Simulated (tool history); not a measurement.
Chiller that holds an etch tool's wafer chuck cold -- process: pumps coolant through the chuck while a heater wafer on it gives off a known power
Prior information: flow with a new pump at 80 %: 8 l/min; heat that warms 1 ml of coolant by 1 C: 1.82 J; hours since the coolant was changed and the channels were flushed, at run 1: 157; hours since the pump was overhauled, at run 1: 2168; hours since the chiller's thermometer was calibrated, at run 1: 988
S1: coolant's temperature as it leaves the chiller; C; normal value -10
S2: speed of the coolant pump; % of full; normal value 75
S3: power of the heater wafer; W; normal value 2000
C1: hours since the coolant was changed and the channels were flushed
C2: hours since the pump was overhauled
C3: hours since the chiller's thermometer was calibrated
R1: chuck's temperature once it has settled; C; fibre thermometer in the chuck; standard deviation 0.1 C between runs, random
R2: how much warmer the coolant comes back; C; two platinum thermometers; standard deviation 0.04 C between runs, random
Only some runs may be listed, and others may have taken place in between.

{"run": 1, "hour": 0.0, "S1": -10, "S2": 75, "S3": 2000, "C1": 157, "C2": 2168, "C3": 988, "R1": 13.8, "R2": 9.29}
{"run": 2, "hour": 49.7, "S1": -10, "S2": 62, "S3": 2000, "C1": 206, "C2": 2218, "C3": 1038, "R1": 17.7, "R2": 11.32}
{"run": 3, "hour": 113.1, "S1": -10, "S2": 62, "S3": 2000, "C1": 270, "C2": 2281, "C3": 1101, "R1": 18.2, "R2": 11.3}
{"run": 4, "hour": 174.5, "S1": -10, "S2": 75, "S3": 2738, "C1": 331, "C2": 2343, "C3": 1163, "R1": 22.7, "R2": 12.75}
{"run": 5, "hour": 253.8, "S1": -10, "S2": 75, "S3": 2738, "C1": 410, "C2": 2422, "C3": 1242, "R1": 22.8, "R2": 12.83}
{"run": 6, "hour": 307.3, "S1": -10, "S2": 75, "S3": 1248, "C1": 464, "C2": 2476, "C3": 1295, "R1": 4.9, "R2": 5.88}
{"run": 7, "hour": 377.5, "S1": -10, "S2": 75, "S3": 1248, "C1": 534, "C2": 2546, "C3": 1366, "R1": 4.9, "R2": 5.88}
{"run": 8, "hour": 420.0, "S1": -10, "S2": 81, "S3": 1248, "C1": 577, "C2": 2588, "C3": 1408, "R1": 4.0, "R2": 5.41}
{"run": 9, "hour": 465.9, "S1": -10, "S2": 75, "S3": 2000, "C1": 623, "C2": 2634, "C3": 1454, "R1": 14.1, "R2": 9.4}
{"run": 10, "hour": 516.5, "S1": -10, "S2": 86, "S3": 2000, "C1": 673, "C2": 2685, "C3": 1505, "R1": 11.6, "R2": 8.14}
{"run": 11, "hour": 559.4, "S1": -10, "S2": 86, "S3": 2000, "C1": 716, "C2": 2728, "C3": 1548, "R1": 11.6, "R2": 8.11}
{"run": 12, "hour": 596.6, "S1": -10, "S2": 86, "S3": 1265, "C1": 753, "C2": 2765, "C3": 1585, "R1": 3.8, "R2": 5.18}
{"run": 13, "hour": 673.0, "S1": -10, "S2": 65, "S3": 1265, "C1": 830, "C2": 2841, "C3": 1661, "R1": 7.2, "R2": 6.91}
{"run": 14, "hour": 722.8, "S1": -10, "S2": 65, "S3": 1265, "C1": 879, "C2": 2891, "C3": 1711, "R1": 7.4, "R2": 6.97}
{"run": 15, "hour": 764.6, "S1": -10, "S2": 65, "S3": 1265, "C1": 921, "C2": 2933, "C3": 1753, "R1": 7.5, "R2": 6.86}
{"run": 16, "hour": 840.2, "S1": -10, "S2": 65, "S3": 1265, "C1": 997, "C2": 3009, "C3": 1828, "R1": 7.2, "R2": 7.05}
{"run": 17, "hour": 880.5, "S1": -3, "S2": 83, "S3": 2122, "C1": 1037, "C2": 3049, "C3": 1869, "R1": 21.0, "R2": 9.02}
{"run": 18, "hour": 921.9, "S1": -12, "S2": 61, "S3": 1702, "C1": 1079, "C2": 3090, "C3": 1910, "R1": 12.8, "R2": 10.11}
{"run": 19, "hour": 959.2, "S1": -12, "S2": 61, "S3": 1702, "C1": 1116, "C2": 3128, "C3": 1947, "R1": 12.9, "R2": 10.0}
{"run": 20, "hour": 1001.4, "S1": -12, "S2": 61, "S3": 1702, "C1": 1158, "C2": 3170, "C3": 1990, "R1": 12.9, "R2": 10.03}
{"run": 21, "hour": 1035.8, "S1": -15, "S2": 68, "S3": 1702, "C1": 1192, "C2": 3204, "C3": 2024, "R1": 7.9, "R2": 9.0}
{"run": 22, "hour": 1074.8, "S1": -15, "S2": 78, "S3": 1314, "C1": 1231, "C2": 3243, "C3": 2063, "R1": 0.5, "R2": 6.0}
{"run": 23, "hour": 1155.7, "S1": -15, "S2": 78, "S3": 1314, "C1": 1312, "C2": 3324, "C3": 2144, "R1": 0.7, "R2": 6.03}
{"run": 24, "hour": 1195.0, "S1": -15, "S2": 78, "S3": 1314, "C1": 1352, "C2": 3363, "C3": 2183, "R1": 0.8, "R2": 6.08}
{"run": 25, "hour": 1229.7, "S1": -14, "S2": 100, "S3": 1859, "C1": 1386, "C2": 3398, "C3": 2218, "R1": 4.2, "R2": 6.55}
{"run": 26, "hour": 1293.2, "S1": -14, "S2": 100, "S3": 1859, "C1": 1450, "C2": 3462, "C3": 2281, "R1": 4.4, "R2": 6.57}
{"run": 27, "hour": 1363.3, "S1": -13, "S2": 75, "S3": 2000, "C1": 1520, "C2": 3532, "C3": 2352, "R1": 12.4, "R2": 9.69}
{"run": 28, "hour": 1439.6, "S1": -13, "S2": 75, "S3": 2000, "C1": 1596, "C2": 3608, "C3": 2428, "R1": 12.2, "R2": 9.67}
{"run": 29, "hour": 1484.7, "S1": -13, "S2": 75, "S3": 2000, "C1": 1641, "C2": 3653, "C3": 2473, "R1": 12.3, "R2": 9.69}
{"run": 30, "hour": 1546.2, "S1": -13, "S2": 75, "S3": 2000, "C1": 1703, "C2": 3715, "C3": 2534, "R1": 12.5, "R2": 9.64}
{"run": 31, "hour": 1619.4, "S1": -13, "S2": 64, "S3": 1108, "C1": 1776, "C2": 3788, "C3": 2608, "R1": 2.8, "R2": 6.34}

What if the next run were any one of these 4? Each begins from the tool's condition after run 31:
{"run": "A", "hour": 1681.7, "S1": -13, "S2": 87, "S3": 2212, "C1": 1838, "C2": 3850, "C3": 2670, "R1": "?", "R2": "?"}
{"run": "B", "hour": 1681.7, "S1": -10, "S2": 78, "S3": 1540, "C1": 1838, "C2": 3850, "C3": 2670, "R1": "?", "R2": "?"}
{"run": "C", "hour": 1681.7, "S1": -10, "S2": 82, "S3": 2000, "C1": 1838, "C2": 3850, "C3": 2670, "R1": "?", "R2": "?"}
{"run": "D", "hour": 1681.7, "S1": -2, "S2": 64, "S3": 1516, "C1": 1838, "C2": 3850, "C3": 2670, "R1": "?", "R2": "?"}

run=A R1=12.0 R2=9.15
run=B R1=8.9 R2=7.23
run=C R1=13.6 R2=8.86
run=D R1=20.0 R2=8.66
Without the tool's unlogged condition, the same runs would have read:
run=A R1=9.2 R2=8.33
run=B R1=6.9 R2=6.58
run=C R1=10.9 R2=8.07
run=D R1=17.6 R2=7.88

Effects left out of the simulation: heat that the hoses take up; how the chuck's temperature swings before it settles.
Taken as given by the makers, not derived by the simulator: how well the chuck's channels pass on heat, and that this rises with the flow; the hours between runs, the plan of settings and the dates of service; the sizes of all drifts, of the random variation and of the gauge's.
